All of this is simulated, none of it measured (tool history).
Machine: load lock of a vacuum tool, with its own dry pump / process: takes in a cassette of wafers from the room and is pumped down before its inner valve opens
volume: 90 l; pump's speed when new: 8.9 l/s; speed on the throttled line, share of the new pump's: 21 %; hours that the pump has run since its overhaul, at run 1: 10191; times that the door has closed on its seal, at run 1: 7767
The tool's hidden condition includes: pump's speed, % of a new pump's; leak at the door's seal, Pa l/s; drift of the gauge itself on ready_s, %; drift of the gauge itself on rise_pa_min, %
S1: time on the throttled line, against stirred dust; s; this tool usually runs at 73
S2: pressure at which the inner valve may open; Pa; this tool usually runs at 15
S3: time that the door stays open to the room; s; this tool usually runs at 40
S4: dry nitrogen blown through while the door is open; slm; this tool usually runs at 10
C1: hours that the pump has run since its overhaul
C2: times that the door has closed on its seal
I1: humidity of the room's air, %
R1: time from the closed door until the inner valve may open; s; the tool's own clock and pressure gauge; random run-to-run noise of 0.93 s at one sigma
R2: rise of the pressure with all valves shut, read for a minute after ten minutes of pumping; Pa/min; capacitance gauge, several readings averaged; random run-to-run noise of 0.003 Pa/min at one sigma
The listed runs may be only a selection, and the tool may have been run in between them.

Run 1, day 0.000: usual settings; C1 10191; C2 7767; I1 47.5. Result: R1 154.0 s, R2 0.040 Pa/min.
Run 2, day 2.671: usual settings; C1 10255; C2 7951; I1 44.1. Result: R1 155.8 s, R2 0.038 Pa/min.
Run 3, day 4.779: usual settings but S3 176 s; C1 10306; C2 8096; I1 44.2. Result: R1 156.3 s, R2 0.081 Pa/min.
Run 4, day 8.729: usual settings but S3 176 s; C1 10401; C2 8368; I1 44.6. Result: R1 157.4 s, R2 0.078 Pa/min.
Run 5, day 11.658: usual settings; C1 10471; C2 8570; I1 46.8. Result: R1 155.4 s, R2 0.037 Pa/min.
Run 6, day 13.296: usual settings; C1 10510; C2 8682; I1 48.0. Result: R1 156.8 s, R2 0.038 Pa/min.
Run 7, day 15.425: usual settings; C1 10561; C2 8829; I1 43.3. Result: R1 156.9 s, R2 0.030 Pa/min.
Run 8, day 18.567: usual settings; C1 10637; C2 9045; I1 45.5. Result: R1 157.2 s, R2 0.041 Pa/min.
Run 9, day 22.300: usual settings; C1 10726; C2 9302; I1 45.8. Result: R1 156.5 s, R2 0.030 Pa/min.
Run 10, day 23.954: usual settings but S3 65 s; C1 10766; C2 9416; I1 47.4. Result: R1 156.6 s, R2 0.050 Pa/min.
Run 11, day 25.604: usual settings but S4 26 slm; C1 10806; C2 9530; I1 43.4. Result: R1 157.1 s, R2 0.033 Pa/min.
Run 12, day 28.550: usual settings but S4 26 slm; C1 10876; C2 9733; I1 45.2. Result: R1 157.5 s, R2 0.033 Pa/min.
Run 13, day 30.508: usual settings but S4 26 slm; C1 10923; C2 9868; I1 48.6. Result: R1 156.9 s, R2 0.031 Pa/min.
Run 14, day 33.762: usual settings but S3 27 s; C1 11001; C2 10092; I1 45.9. Result: R1 155.7 s, R2 0.037 Pa/min.
Run 15, day 37.408: usual settings but S3 27 s; C1 11089; C2 10343; I1 47.0. Result: R1 155.4 s, R2 0.035 Pa/min.
Run 16, day 40.512: usual settings but S3 27 s; C1 11163; C2 10557; I1 41.5. Result: R1 157.0 s, R2 0.034 Pa/min.
Run 17, day 42.788: usual settings but S3 26 s; C1 11218; C2 10714; I1 45.3. Result: R1 158.7 s, R2 0.035 Pa/min.
Run 18, day 44.617: usual settings but S3 26 s; C1 11262; C2 10840; I1 43.3. Result: R1 157.6 s, R2 0.033 Pa/min.
Run 19, day 48.654: usual settings but S3 26 s; C1 11359; C2 11117; I1 42.5. Result: R1 156.3 s, R2 0.035 Pa/min.
Run 20, day 52.262: usual settings but S1 46 s, S3 26 s, S4 28 slm; C1 11445; C2 11366; I1 47.1. Result: R1 137.8 s, R2 0.034 Pa/min.

Forecast run 21:
Run 21, day 54.621: usual settings but S1 46 s, S3 26 s, S4 28 slm; C1 11502; C2 11528; I1 44.5. Result: R1 ?, R2 ?.

{"run 21": {"R1": 136.4, "R2": 0.027}}
Had the tool carried no hidden state, the very same run would have given R1 125.2 s, R2 0.010 Pa/min.

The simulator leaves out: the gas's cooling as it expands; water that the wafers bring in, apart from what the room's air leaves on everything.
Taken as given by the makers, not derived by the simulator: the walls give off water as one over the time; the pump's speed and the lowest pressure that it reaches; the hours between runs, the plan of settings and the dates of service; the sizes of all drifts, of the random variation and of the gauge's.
